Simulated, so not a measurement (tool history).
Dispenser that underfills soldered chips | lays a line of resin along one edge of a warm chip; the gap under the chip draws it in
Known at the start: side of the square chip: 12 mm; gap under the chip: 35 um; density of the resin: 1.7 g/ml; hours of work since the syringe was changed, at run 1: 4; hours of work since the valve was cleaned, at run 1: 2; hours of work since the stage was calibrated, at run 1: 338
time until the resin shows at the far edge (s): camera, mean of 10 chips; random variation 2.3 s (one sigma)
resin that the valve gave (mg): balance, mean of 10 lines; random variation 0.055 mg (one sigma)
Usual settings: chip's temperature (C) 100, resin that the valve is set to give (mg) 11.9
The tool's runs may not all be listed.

run,day,chip's temperature (C),resin that the valve is set to give (mg),hours of work since the syringe was changed,hours of work since the valve was cleaned,hours of work since the stage was calibrated,time until the resin shows at the far edge (s),resin that the valve gave (mg)
1,0,100,11.9,4,2,338,301.9,11.95
# day 0.225: new syringe of resin
2,0.279,100,11.9,1,7,343,263.2,11.76
3,0.571,100,11.9,6,12,348,314.3,11.74
# day 0.712: new syringe of resin
4,0.796,100,11.9,1,16,352,267.7,11.74
5,1.042,100,11.9,6,20,356,318.3,11.78
# day 1.179: new syringe of resin
6,1.375,92,11.9,4,26,362,417.5,11.58
7,1.6,92,11.9,7,30,366,480.9,11.65
# day 1.646: new syringe of resin
8,2.004,100,11.9,6,37,373,319.1,11.6
# day 2.112: new syringe of resin
9,2.271,100,11.9,3,42,377,282.1,11.5
# day 2.508: dispensing valve cleaned and set on the balance
10,2.604,100,11.9,8,2,382,333.4,11.79
# day 2.658: new syringe of resin
11,2.867,103,11.9,4,6,387,255.8,11.81
# day 3.138: new syringe of resin
12,3.362,103,11.9,4,15,395,258.4,11.84
# day 3.604: new syringe of resin
13,3.833,103,11.9,4,23,404,266.9,11.71
# day 4.079: new syringe of resin
14,4.3,103,11.9,4,31,412,260.9,11.73
# day 4.571: new syringe of resin
15,4.692,100,11.9,2,38,418,276.9,11.61
16,4.892,100,11.9,6,41,422,312.5,11.54
# day 5.062: new syringe of resin
# day 5.183: dispensing valve cleaned and set on the balance
17,5.425,100,11.9,6,4,430,325.3,11.85
# day 5.571: new syringe of resin
18,5.683,114,11.9,2,9,435,156.3,11.84
19,5.892,114,11.9,6,12,438,175.7,11.79
# day 6.046: new syringe of resin
20,6.333,100,12.3,5,20,446,316.1,12
# day 6.521: new syringe of resin
21,6.742,100,12.3,4,27,453,301.5,12.05
# day 6.996: new syringe of resin
22,7.008,96,10.2,0,31,458,333.4,10.04
23,7.212,96,10.2,4,35,461,383,9.91
# day 7.471: new syringe of resin
24,7.588,100,10.4,2,42,468,305.1,10.08
# day 7.842: dispensing valve cleaned and set on the balance
25,7.846,107,13.7,6,0,472,234.4,13.68
# day 7.996: new syringe of resin
26,8.229,103,13.7,4,7,478,266.7,13.61
27,8.433,85,10.2,8,10,482,731.9,10.2
# day 8.471: new syringe of resin
28,8.758,90,11.8,5,16,487,512.6,11.7
# day 8.95: new syringe of resin
29,9.217,109,14.8,5,24,495,201.3,14.44
# day 9.446: new syringe of resin
30,9.629,86,11,3,31,502,581.4,10.61
# day 9.917: new syringe of resin
31,10.112,99,10.5,3,39,511,331.5,10.14
# day 10.396: new syringe of resin
# day 10.517: dispensing valve cleaned and set on the balance
32,10.612,99,10.5,3,2,519,328.5,10.44
# day 10.912: new syringe of resin
33,11.004,100,14.3,2,8,525,280.3,14.2
34,11.3,112,12.3,7,14,531,202.7,12.03
# day 11.375: new syringe of resin
35,11.742,112,12.3,7,21,538,202.6,12.03

Hidden state or all else? Some run-to-run changes of time until the resin shows at the far edge (s), split into what the settings, what came in and random variation would give without the hidden state, and what is left for the hidden state (with any gauge scatter that isn't in both results):
The hidden state here: resin's viscosity, % of fresh resin's; dose that the valve gives, % of what is set; true chip temperature over the reading, C; drift of the gauge itself on fill_s, %; drift of the gauge itself on given_mg, %.
Run 26 -> 27: chip's temperature (C) 103 -> 85, resin that the valve is set to give (mg) 13.7 -> 10.2. time until the resin shows at the far edge (s) +465.2: hidden state +190.5, all else +274.7.
Run 27 -> 28: chip's temperature (C) 85 -> 90, resin that the valve is set to give (mg) 10.2 -> 11.8, new syringe of resin. time until the resin shows at the far edge (s) -219.3: hidden state -106.1, all else -113.2.
Run 28 -> 29: chip's temperature (C) 90 -> 109, resin that the valve is set to give (mg) 11.8 -> 14.8, new syringe of resin. time until the resin shows at the far edge (s) -311.3: hidden state -98.4, all else -212.9.
Run 29 -> 30: chip's temperature (C) 109 -> 86, resin that the valve is set to give (mg) 14.8 -> 11, new syringe of resin. time until the resin shows at the far edge (s) +380.1: hidden state +89.9, all else +290.2.

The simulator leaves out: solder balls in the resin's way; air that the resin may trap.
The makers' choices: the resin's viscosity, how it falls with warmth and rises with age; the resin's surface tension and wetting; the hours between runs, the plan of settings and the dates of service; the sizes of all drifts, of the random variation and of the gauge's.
